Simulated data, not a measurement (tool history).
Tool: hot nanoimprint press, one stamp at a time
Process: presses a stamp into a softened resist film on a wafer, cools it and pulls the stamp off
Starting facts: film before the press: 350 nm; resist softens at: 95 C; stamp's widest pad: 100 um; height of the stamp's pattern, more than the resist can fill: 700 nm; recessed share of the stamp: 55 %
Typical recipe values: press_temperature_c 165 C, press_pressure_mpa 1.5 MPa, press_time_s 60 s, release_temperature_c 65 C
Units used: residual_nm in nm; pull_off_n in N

| run | hour | press_temperature_c | press_pressure_mpa | press_time_s | release_temperature_c | residual_nm | pull_off_n |
|---|---|---|---|---|---|---|---|
| 1 | 0 | 165 | 1.5 | 60 | 65 | 132.3 | 240 |
| 2 | 7.5 | 165 | 1.5 | 60 | 65 | 132.4 | 245 |
| 3 | 17.5 | 165 | 1.5 | 60 | 65 | 132.4 | 244 |
| 4 | 32.8 | 165 | 1.5 | 60 | 65 | 132.9 | 244 |
| 5 | 46.8 | 165 | 1.5 | 60 | 65 | 132.2 | 246 |
| 6 | 59.5 | 165 | 1.65 | 60 | 65 | 126.8 | 247 |
|  | 63.3 | plate thermocouple calibrated |
| 7 | 77.8 | 165 | 1.5 | 60 | 65 | 133.3 | 250 |
| 8 | 89.9 | 165 | 1.5 | 60 | 70 | 133 | 231 |
| 9 | 96.6 | 169 | 1.8 | 72 | 72 | 95.8 | 224 |
| 10 | 105.5 | 160 | 1.8 | 55 | 72 | 155.5 | 222 |
| 11 | 116.7 | 165 | 1.54 | 60 | 65 | 131 | 249 |
|  | 129.5 | plate thermocouple calibrated, once more |
| 12 | 136.3 | 154 | 1.5 | 38 | 50 | 234.5 | 313 |
| 13 | 143.3 | 165 | 1.59 | 60 | 58 | 129.2 | 289 |
| 14 | 159.4 | 165 | 1.5 | 60 | 73 | 132.5 | 237 |

Each row is a separate what-if for the run after 14, all from the same tool condition, not one after another. Results?
| A | 166.1 | 172 | 1.34 | 60 | 67 | ? | ? |
| B | 166.1 | 166 | 1.5 | 40 | 53 | ? | ? |
| C | 166.1 | 165 | 1.5 | 60 | 50 | ? | ? |

| run | residual_nm | pull_off_n |
|---|---|---|
| A | 105.9 | 249 |
| B | 150 | 307 |
| C | 132.3 | 329 |
The same runs, with their run-to-run variation unchanged, on a tool lacking any hidden condition would have given:
| run | residual_nm | pull_off_n |
|---|---|---|
| A | 104.7 | 196 |
| B | 148.2 | 242 |
| C | 130.7 | 259 |

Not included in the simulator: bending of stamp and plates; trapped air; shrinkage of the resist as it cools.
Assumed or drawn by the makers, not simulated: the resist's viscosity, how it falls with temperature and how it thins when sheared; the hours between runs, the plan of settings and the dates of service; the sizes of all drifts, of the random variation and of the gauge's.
